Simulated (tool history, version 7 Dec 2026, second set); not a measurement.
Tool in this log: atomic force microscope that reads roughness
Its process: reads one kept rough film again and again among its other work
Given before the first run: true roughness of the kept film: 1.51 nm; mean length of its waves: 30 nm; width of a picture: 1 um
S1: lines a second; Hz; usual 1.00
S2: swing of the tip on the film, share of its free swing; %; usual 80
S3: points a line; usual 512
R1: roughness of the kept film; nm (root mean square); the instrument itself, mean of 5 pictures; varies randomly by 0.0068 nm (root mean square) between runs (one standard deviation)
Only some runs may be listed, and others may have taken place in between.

run,hour,S1,S2,S3,R1
1,0.0,1.00,80,512,1.346
2,13.1,1.00,80,512,1.344
3,28.6,1.00,80,512,1.328
4,39.7,1.29,80,512,1.304
5,56.1,1.29,80,512,1.287
6,72.5,1.29,80,512,1.271
7,87.1,1.00,80,507,1.285
8,99.9,1.41,56,333,1.310
9,116.3,1.07,67,1006,1.284
10,134.6,2.32,67,436,1.237
# hour 152.1: new tip fitted
11,154.7,2.32,72,439,1.336

Run 12 has not been measured yet. What should we expect?
12,168.8,2.32,72,439,?

Run 12 measured R1 1.311 nm (root mean square).
With the hidden condition absent and the run-to-run variation left alone, this run would have shown R1 1.329 nm (root mean square).
